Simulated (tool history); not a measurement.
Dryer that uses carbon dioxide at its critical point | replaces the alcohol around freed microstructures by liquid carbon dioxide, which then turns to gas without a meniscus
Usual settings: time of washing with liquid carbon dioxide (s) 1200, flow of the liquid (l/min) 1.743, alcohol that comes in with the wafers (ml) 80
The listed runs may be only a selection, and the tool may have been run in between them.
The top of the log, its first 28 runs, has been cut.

run	hour	time of washing with liquid carbon dioxide (s)	flow of the liquid (l/min)	alcohol that comes in with the wafers (ml)	hours of work since the filter was changed	hours of work since the purifier's bed was changed	alcohol left in the vessel before it's heated (ppm by volume)
29	319.8	840	1.85	86	82	162	181
30	330.1	840	1.85	86	86	166	180
31	336.7	1380	1.76	41	89	169	22
32	347.5	1380	1.76	41	93	173	31
33	363.1	1500	1.22	41	99	179	52
34	373.5	1440	1.743	115	103	183	39
35	389.1	840	1.743	40	109	189	130
36	405	1440	2.27	85	115	195	21

The next listed run, before its measurement:
37	418.1	1440	2.27	85	120	200	?

{"run 37": {"alcohol left in the vessel before it's heated (ppm by volume)": 18}}
Had the tool carried no hidden state, the very same run would have given alcohol left in the vessel before it's heated (ppm by volume) 6.
